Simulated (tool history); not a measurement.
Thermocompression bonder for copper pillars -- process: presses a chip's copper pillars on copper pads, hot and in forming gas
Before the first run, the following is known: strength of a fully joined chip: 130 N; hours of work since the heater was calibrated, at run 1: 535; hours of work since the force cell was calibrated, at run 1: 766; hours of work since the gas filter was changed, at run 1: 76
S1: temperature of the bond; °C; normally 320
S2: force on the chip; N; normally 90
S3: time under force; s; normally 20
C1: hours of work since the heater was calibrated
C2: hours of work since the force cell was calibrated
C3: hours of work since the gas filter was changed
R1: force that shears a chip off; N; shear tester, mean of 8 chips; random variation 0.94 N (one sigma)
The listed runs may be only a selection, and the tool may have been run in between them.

{"run": 1, "day": 0.0, "S1": 320, "S2": 90, "S3": 20, "C1": 535, "C2": 766, "C3": 76, "R1": 79.2}
{"run": 2, "day": 0.508, "S1": 320, "S2": 90, "S3": 20, "C1": 542, "C2": 773, "C3": 84, "R1": 79}
{"run": 3, "day": 1.575, "S1": 320, "S2": 90, "S3": 20, "C1": 558, "C2": 788, "C3": 99, "R1": 80}
{"run": 4, "day": 2.55, "S1": 320, "S2": 62, "S3": 20, "C1": 571, "C2": 802, "C3": 112, "R1": 58.6}
{"run": 5, "day": 3.062, "S1": 320, "S2": 62, "S3": 20, "C1": 579, "C2": 809, "C3": 120, "R1": 60.4}
{"run": 6, "day": 4.15, "S1": 320, "S2": 90, "S3": 20, "C1": 594, "C2": 825, "C3": 135, "R1": 80.4}
{"run": 7, "day": 5.183, "S1": 320, "S2": 90, "S3": 20, "C1": 609, "C2": 839, "C3": 150, "R1": 80.1}
{"run": 8, "day": 6.371, "S1": 320, "S2": 90, "S3": 20, "C1": 625, "C2": 856, "C3": 166, "R1": 78}
{"run": 9, "day": 7.038, "S1": 320, "S2": 90, "S3": 28, "C1": 635, "C2": 866, "C3": 176, "R1": 87.7}
{"run": 10, "day": 8.125, "S1": 320, "S2": 90, "S3": 28, "C1": 650, "C2": 881, "C3": 191, "R1": 86}
{"run": 11, "day": 9.208, "S1": 320, "S2": 90, "S3": 35, "C1": 665, "C2": 896, "C3": 207, "R1": 93.2}
{"run": 12, "day": 9.779, "S1": 320, "S2": 90, "S3": 20, "C1": 673, "C2": 904, "C3": 215, "R1": 78.1}
{"run": 13, "day": 10.338, "S1": 320, "S2": 90, "S3": 19, "C1": 681, "C2": 912, "C3": 223, "R1": 77.5}

Predict the results of run 14:
{"run": 14, "day": 11.067, "S1": 320, "S2": 90, "S3": 19, "C1": 692, "C2": 922, "C3": 233, "R1": "?"}

R1: 78.3 N
With the hidden condition absent and the run-to-run variation left alone, this run would have shown R1 79 N.
